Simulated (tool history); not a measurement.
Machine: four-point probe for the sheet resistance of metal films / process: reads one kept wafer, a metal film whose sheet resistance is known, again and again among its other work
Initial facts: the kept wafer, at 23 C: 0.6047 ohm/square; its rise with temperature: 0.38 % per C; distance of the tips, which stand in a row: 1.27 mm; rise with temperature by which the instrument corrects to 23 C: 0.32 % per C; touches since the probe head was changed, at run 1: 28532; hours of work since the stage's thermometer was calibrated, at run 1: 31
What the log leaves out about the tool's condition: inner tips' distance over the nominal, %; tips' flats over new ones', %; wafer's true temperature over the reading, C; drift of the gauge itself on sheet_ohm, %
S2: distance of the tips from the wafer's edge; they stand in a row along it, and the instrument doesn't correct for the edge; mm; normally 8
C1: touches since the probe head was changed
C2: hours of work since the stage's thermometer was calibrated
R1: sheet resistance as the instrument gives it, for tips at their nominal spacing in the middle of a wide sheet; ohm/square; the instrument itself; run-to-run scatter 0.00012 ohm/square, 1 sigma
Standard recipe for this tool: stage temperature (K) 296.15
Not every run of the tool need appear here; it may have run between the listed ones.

{"run": 1, "day": 0.0, "stage temperature (K)": 296.15, "S2": 8, "C1": 28532, "C2": 31, "R1": 0.610525}
{"run": 2, "day": 0.492, "stage temperature (K)": 296.15, "S2": 8, "C1": 28740, "C2": 36, "R1": 0.610515}
{"run": 3, "day": 0.804, "stage temperature (K)": 296.15, "S2": 8, "C1": 28871, "C2": 39, "R1": 0.610616}
{"run": 4, "day": 1.354, "stage temperature (K)": 296.15, "S2": 8, "C1": 29103, "C2": 44, "R1": 0.610517}
{"run": 5, "day": 1.908, "stage temperature (K)": 296.15, "S2": 8, "C1": 29337, "C2": 50, "R1": 0.610523}
{"run": 6, "day": 2.275, "stage temperature (K)": 294.15, "S2": 8, "C1": 29491, "C2": 54, "R1": 0.609523}
{"run": 7, "day": 2.55, "stage temperature (K)": 296.15, "S2": 10, "C1": 29607, "C2": 56, "R1": 0.607601}
{"run": 8, "day": 3.154, "stage temperature (K)": 296.15, "S2": 10, "C1": 29861, "C2": 62, "R1": 0.607509}
{"day": 3.208, "done": "stage's thermometer calibrated"}
{"run": 9, "day": 3.796, "stage temperature (K)": 307.15, "S2": 55, "C1": 30123, "C2": 6, "R1": 0.606149}
{"run": 10, "day": 4.288, "stage temperature (K)": 307.15, "S2": 55, "C1": 30330, "C2": 11, "R1": 0.605985}
{"run": 11, "day": 4.883, "stage temperature (K)": 299.15, "S2": 34, "C1": 30581, "C2": 16, "R1": 0.603682}
{"day": 5.388, "done": "stage's thermometer calibrated, once more"}
{"run": 12, "day": 5.388, "stage temperature (K)": 299.15, "S2": 34, "C1": 30784, "C2": 0, "R1": 0.603847}
{"run": 13, "day": 5.704, "stage temperature (K)": 299.15, "S2": 34, "C1": 30919, "C2": 3, "R1": 0.603516}

Below are 5 alternative next runs, each starting from the tool's condition after run 13. Predict each:
{"run": "A", "day": 6.242, "stage temperature (K)": 303.15, "S2": 24, "C1": 31144, "C2": 8, "R1": "?"}
{"run": "B", "day": 6.242, "stage temperature (K)": 299.15, "S2": 5, "C1": 31144, "C2": 8, "R1": "?"}
{"run": "C", "day": 6.242, "stage temperature (K)": 292.15, "S2": 4, "C1": 31144, "C2": 8, "R1": "?"}
{"run": "D", "day": 6.242, "stage temperature (K)": 299.15, "S2": 18, "C1": 31144, "C2": 8, "R1": "?"}
{"run": "E", "day": 6.242, "stage temperature (K)": 292.15, "S2": 3, "C1": 31144, "C2": 8, "R1": "?"}

run=A R1=0.605588
run=B R1=0.623482
run=C R1=0.631642
run=D R1=0.604764
run=E R1=0.653304
Stripped of hidden state, with their random variation kept, the same runs would have yielded:
run=A R1=0.608118
run=B R1=0.626081
run=C R1=0.63427
run=D R1=0.607291
run=E R1=0.656013

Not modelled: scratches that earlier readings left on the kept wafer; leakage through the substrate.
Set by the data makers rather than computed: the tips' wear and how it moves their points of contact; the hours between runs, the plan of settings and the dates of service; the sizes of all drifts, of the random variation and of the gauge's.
